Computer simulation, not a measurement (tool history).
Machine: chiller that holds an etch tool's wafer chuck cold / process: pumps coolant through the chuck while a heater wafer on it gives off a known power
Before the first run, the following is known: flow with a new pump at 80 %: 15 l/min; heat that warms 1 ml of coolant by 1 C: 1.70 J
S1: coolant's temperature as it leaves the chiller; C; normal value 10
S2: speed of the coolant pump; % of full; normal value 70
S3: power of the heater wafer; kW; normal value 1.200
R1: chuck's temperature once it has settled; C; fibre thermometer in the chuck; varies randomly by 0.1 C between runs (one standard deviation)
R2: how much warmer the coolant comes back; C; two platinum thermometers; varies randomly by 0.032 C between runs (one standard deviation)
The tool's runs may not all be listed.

run,hour,S1,S2,S3,R1,R2
1,0.0,10,70,1.200,23.4,3.20
2,15.0,10,70,1.200,23.2,3.18
3,32.5,10,70,1.200,23.2,3.12
4,53.7,10,70,1.200,23.3,3.13
5,84.7,10,70,1.200,23.2,3.19
6,117.9,10,70,1.200,23.3,3.13
7,139.0,10,70,1.200,23.2,3.13
8,166.3,10,70,1.200,23.1,3.13
9,188.0,10,81,1.200,21.9,2.65
10,212.4,10,81,1.200,22.1,2.64
11,229.3,10,81,1.200,22.2,2.66
12,260.4,10,81,0.692,16.9,1.44
13,275.6,10,70,0.650,17.1,1.59
14,298.1,10,70,0.650,17.2,1.52
15,326.7,10,70,0.650,17.3,1.49
16,351.1,18,81,0.797,25.9,1.63
17,373.8,18,81,0.797,25.9,1.58
18,400.4,2,79,0.647,8.5,1.23
19,430.5,2,79,0.647,8.7,1.24
20,457.4,2,76,1.076,13.2,2.28
21,471.6,2,76,1.076,13.2,2.33
# hour 478.9: gauge calibrated
22,492.0,2,66,1.788,22.6,5.06
23,520.9,14,76,1.130,26.0,2.75
24,537.3,14,76,1.130,25.8,2.77
25,562.3,13,85,0.616,19.0,1.34
26,587.4,11,74,1.200,23.9,2.93
27,620.0,11,74,1.200,23.8,2.94
28,646.3,10,70,0.947,20.4,2.41

Each row is a separate what-if for the run after 28, all from the same tool condition, not one after another. Results?
A,678.5,11,78,0.618,?,?
B,678.5,10,70,1.354,?,?
C,678.5,4,70,1.419,?,?

run,R1,R2
A,17.2,1.33
B,25.1,3.49
C,19.8,3.70
What these runs would have given with no unlogged condition in the tool:
run,R1,R2
A,17.2,1.48
B,25.1,3.64
C,19.8,3.85
